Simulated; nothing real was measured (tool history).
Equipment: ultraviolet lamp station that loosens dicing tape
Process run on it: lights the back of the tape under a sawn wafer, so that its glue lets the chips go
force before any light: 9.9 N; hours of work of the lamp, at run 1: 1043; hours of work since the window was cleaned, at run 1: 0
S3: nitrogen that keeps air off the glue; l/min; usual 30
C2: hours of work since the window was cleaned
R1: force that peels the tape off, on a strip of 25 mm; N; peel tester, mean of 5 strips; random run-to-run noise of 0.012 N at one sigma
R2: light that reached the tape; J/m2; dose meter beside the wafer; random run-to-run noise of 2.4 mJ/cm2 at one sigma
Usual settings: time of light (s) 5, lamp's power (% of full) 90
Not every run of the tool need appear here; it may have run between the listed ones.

run 1 hour=0.0 | time_of_light_(s)=5 lamp's_power_(%_of_full)=90 S3=30 | hours_of_work_of_the_lamp=1043 C2=0 | R1=1.380 R2=1570
run 2 hour=55.2 | time_of_light_(s)=4 lamp's_power_(%_of_full)=90 S3=30 | hours_of_work_of_the_lamp=1087 C2=44 | R1=2.041 R2=1190
run 3 hour=131.7 | time_of_light_(s)=5 lamp's_power_(%_of_full)=65 S3=30 | hours_of_work_of_the_lamp=1148 C2=105 | R1=2.604 R2=990
run 4 hour=185.9 | time_of_light_(s)=5 lamp's_power_(%_of_full)=90 S3=30 | hours_of_work_of_the_lamp=1191 C2=148 | R1=1.706 R2=1310
run 5 hour=233.9 | time_of_light_(s)=5 lamp's_power_(%_of_full)=90 S3=30 | hours_of_work_of_the_lamp=1229 C2=186 | R1=1.884 R2=1260
run 6 hour=277.1 | time_of_light_(s)=5 lamp's_power_(%_of_full)=90 S3=30 | hours_of_work_of_the_lamp=1264 C2=220 | R1=1.992 R2=1250
run 7 hour=356.9 | time_of_light_(s)=2 lamp's_power_(%_of_full)=90 S3=30 | hours_of_work_of_the_lamp=1327 C2=284 | R1=5.344 R2=430
-- hour=382.5 window cleaned of glue's vapour
-- hour=400.2 lamp changed
run 8 hour=423.5 | time_of_light_(s)=5 lamp's_power_(%_of_full)=86 S3=30 | hours_of_work_of_the_lamp=19 C2=32 | R1=1.009 R2=1880
run 9 hour=484.7 | time_of_light_(s)=5 lamp's_power_(%_of_full)=86 S3=30 | hours_of_work_of_the_lamp=67 C2=80 | R1=1.068 R2=1760
run 10 hour=522.1 | time_of_light_(s)=5 lamp's_power_(%_of_full)=64 S3=30 | hours_of_work_of_the_lamp=97 C2=110 | R1=1.909 R2=1230
run 11 hour=561.4 | time_of_light_(s)=5 lamp's_power_(%_of_full)=90 S3=30 | hours_of_work_of_the_lamp=128 C2=141 | R1=1.074 R2=1700
run 12 hour=612.2 | time_of_light_(s)=5 lamp's_power_(%_of_full)=90 S3=30 | hours_of_work_of_the_lamp=168 C2=182 | R1=1.182 R2=1700
-- hour=661.3 window cleaned of glue's vapour, once more
run 13 hour=669.4 | time_of_light_(s)=5 lamp's_power_(%_of_full)=90 S3=30 | hours_of_work_of_the_lamp=214 C2=6 | R1=0.658 R2=2280
run 14 hour=742.2 | time_of_light_(s)=5 lamp's_power_(%_of_full)=65 S3=30 | hours_of_work_of_the_lamp=271 C2=64 | R1=1.363 R2=1580
run 15 hour=795.7 | time_of_light_(s)=5 lamp's_power_(%_of_full)=65 S3=30 | hours_of_work_of_the_lamp=314 C2=107 | R1=1.433 R2=1460
run 16 hour=874.6 | time_of_light_(s)=5 lamp's_power_(%_of_full)=65 S3=30 | hours_of_work_of_the_lamp=377 C2=169 | R1=1.554 R2=1470
run 17 hour=950.3 | time_of_light_(s)=5 lamp's_power_(%_of_full)=71 S3=30 | hours_of_work_of_the_lamp=437 C2=230 | R1=1.434 R2=1470
run 18 hour=1004.5 | time_of_light_(s)=5 lamp's_power_(%_of_full)=65 S3=30 | hours_of_work_of_the_lamp=480 C2=273 | R1=1.806 R2=1330
-- hour=1045.5 window cleaned of glue's vapour
run 19 hour=1060.1 | time_of_light_(s)=5 lamp's_power_(%_of_full)=65 S3=30 | hours_of_work_of_the_lamp=523 C2=12 | R1=1.466 R2=1400
run 20 hour=1100.3 | time_of_light_(s)=5 lamp's_power_(%_of_full)=65 S3=30 | hours_of_work_of_the_lamp=555 C2=44 | R1=1.581 R2=1410
run 21 hour=1164.0 | time_of_light_(s)=8 lamp's_power_(%_of_full)=65 S3=30 | hours_of_work_of_the_lamp=606 C2=94 | R1=0.677 R2=2200
run 22 hour=1209.7 | time_of_light_(s)=8 lamp's_power_(%_of_full)=65 S3=30 | hours_of_work_of_the_lamp=642 C2=130 | R1=0.752 R2=2100
run 23 hour=1280.9 | time_of_light_(s)=5 lamp's_power_(%_of_full)=61 S3=30 | hours_of_work_of_the_lamp=699 C2=187 | R1=2.094 R2=1180
run 24 hour=1329.3 | time_of_light_(s)=5 lamp's_power_(%_of_full)=98 S3=9 | hours_of_work_of_the_lamp=737 C2=225 | R1=2.382 R2=1830
run 25 hour=1373.2 | time_of_light_(s)=8 lamp's_power_(%_of_full)=61 S3=30 | hours_of_work_of_the_lamp=772 C2=260 | R1=1.045 R2=1740
-- hour=1429.5 window cleaned of glue's vapour
run 26 hour=1433.5 | time_of_light_(s)=4 lamp's_power_(%_of_full)=74 S3=18 | hours_of_work_of_the_lamp=820 C2=3 | R1=2.911 R2=1180
run 27 hour=1478.1 | time_of_light_(s)=4 lamp's_power_(%_of_full)=71 S3=18 | hours_of_work_of_the_lamp=855 C2=39 | R1=3.166 R2=1040
run 28 hour=1555.6 | time_of_light_(s)=3 lamp's_power_(%_of_full)=79 S3=51 | hours_of_work_of_the_lamp=917 C2=100 | R1=2.386 R2=860
run 29 hour=1600.8 | time_of_light_(s)=5 lamp's_power_(%_of_full)=60 S3=51 | hours_of_work_of_the_lamp=953 C2=136 | R1=1.811 R2=1050
run 30 hour=1664.0 | time_of_light_(s)=5 lamp's_power_(%_of_full)=83 S3=18 | hours_of_work_of_the_lamp=1003 C2=186 | R1=2.276 R2=1390
run 31 hour=1708.1 | time_of_light_(s)=5 lamp's_power_(%_of_full)=71 S3=30 | hours_of_work_of_the_lamp=1038 C2=221 | R1=2.189 R2=1150
run 32 hour=1751.8 | time_of_light_(s)=5 lamp's_power_(%_of_full)=71 S3=30 | hours_of_work_of_the_lamp=1073 C2=256 | R1=2.294 R2=1060
run 33 hour=1791.5 | time_of_light_(s)=5 lamp's_power_(%_of_full)=71 S3=30 | hours_of_work_of_the_lamp=1104 C2=288 | R1=2.396 R2=1080
-- hour=1812.3 window cleaned of glue's vapour
run 34 hour=1853.2 | time_of_light_(s)=10 lamp's_power_(%_of_full)=84 S3=12 | hours_of_work_of_the_lamp=1153 C2=33 | R1=0.979 R2=2800
run 35 hour=1908.8 | time_of_light_(s)=2 lamp's_power_(%_of_full)=64 S3=53 | hours_of_work_of_the_lamp=1197 C2=77 | R1=5.071 R2=430
run 36 hour=1946.8 | time_of_light_(s)=8 lamp's_power_(%_of_full)=84 S3=12 | hours_of_work_of_the_lamp=1227 C2=107 | R1=1.603 R2=2080
run 37 hour=2002.3 | time_of_light_(s)=8 lamp's_power_(%_of_full)=84 S3=12 | hours_of_work_of_the_lamp=1271 C2=151 | R1=1.788 R2=2000
run 38 hour=2066.9 | time_of_light_(s)=3 lamp's_power_(%_of_full)=84 S3=12 | hours_of_work_of_the_lamp=1323 C2=202 | R1=5.301 R2=720
run 39 hour=2107.0 | time_of_light_(s)=3 lamp's_power_(%_of_full)=84 S3=12 | hours_of_work_of_the_lamp=1355 C2=234 | R1=5.191 R2=660
-- hour=2119.8 lamp changed
run 40 hour=2185.0 | time_of_light_(s)=5 lamp's_power_(%_of_full)=84 S3=39 | hours_of_work_of_the_lamp=52 C2=295 | R1=0.720 R2=1960
-- hour=2196.4 window cleaned of glue's vapour
run 41 hour=2232.7 | time_of_light_(s)=5 lamp's_power_(%_of_full)=84 S3=39 | hours_of_work_of_the_lamp=89 C2=29 | R1=0.587 R2=2190
run 42 hour=2273.7 | time_of_light_(s)=5 lamp's_power_(%_of_full)=84 S3=39 | hours_of_work_of_the_lamp=122 C2=61 | R1=0.581 R2=2080

Had the tool no unlogged condition, and each run kept its random variation, what would the results have been?
What the log doesn't record here: lamp's light, % of a new lamp's; light that the window lets through, % of a clean one's; drift of the gauge itself on peel_n, %; drift of the gauge itself on dose_mj_cm2, %.
run=1 R1=0.552 R2=2520
run=2 R1=0.824 R2=1990
run=3 R1=1.033 R2=1780
run=4 R1=0.529 R2=2460
run=5 R1=0.553 R2=2460
run=6 R1=0.546 R2=2500
run=7 R1=2.652 R2=960
run=8 R1=0.603 R2=2420
run=9 R1=0.589 R2=2390
run=10 R1=1.078 R2=1730
run=11 R1=0.530 R2=2450
run=12 R1=0.546 R2=2520
run=13 R1=0.561 R2=2470
run=14 R1=1.076 R2=1790
run=15 R1=1.061 R2=1730
run=16 R1=1.049 R2=1820
run=17 R1=0.871 R2=1930
run=18 R1=1.049 R2=1810
run=19 R1=1.001 R2=1740
run=20 R1=1.032 R2=1790
run=21 R1=0.401 R2=2900
run=22 R1=0.418 R2=2870
run=23 R1=1.159 R2=1690
run=24 R1=1.281 R2=2700
run=25 R1=0.460 R2=2670
run=26 R1=1.833 R2=1640
run=27 R1=1.953 R2=1510
run=28 R1=1.232 R2=1310
run=29 R1=0.801 R2=1650
run=30 R1=0.979 R2=2290
run=31 R1=0.868 R2=1960
run=32 R1=0.862 R2=1910
run=33 R1=0.866 R2=1960
run=34 R1=0.385 R2=4640
run=35 R1=3.129 R2=730
run=36 R1=0.541 R2=3710
run=37 R1=0.559 R2=3710
run=38 R1=2.904 R2=1410
run=39 R1=2.783 R2=1360
run=40 R1=0.516 R2=2330
run=41 R1=0.525 R2=2320
run=42 R1=0.491 R2=2270
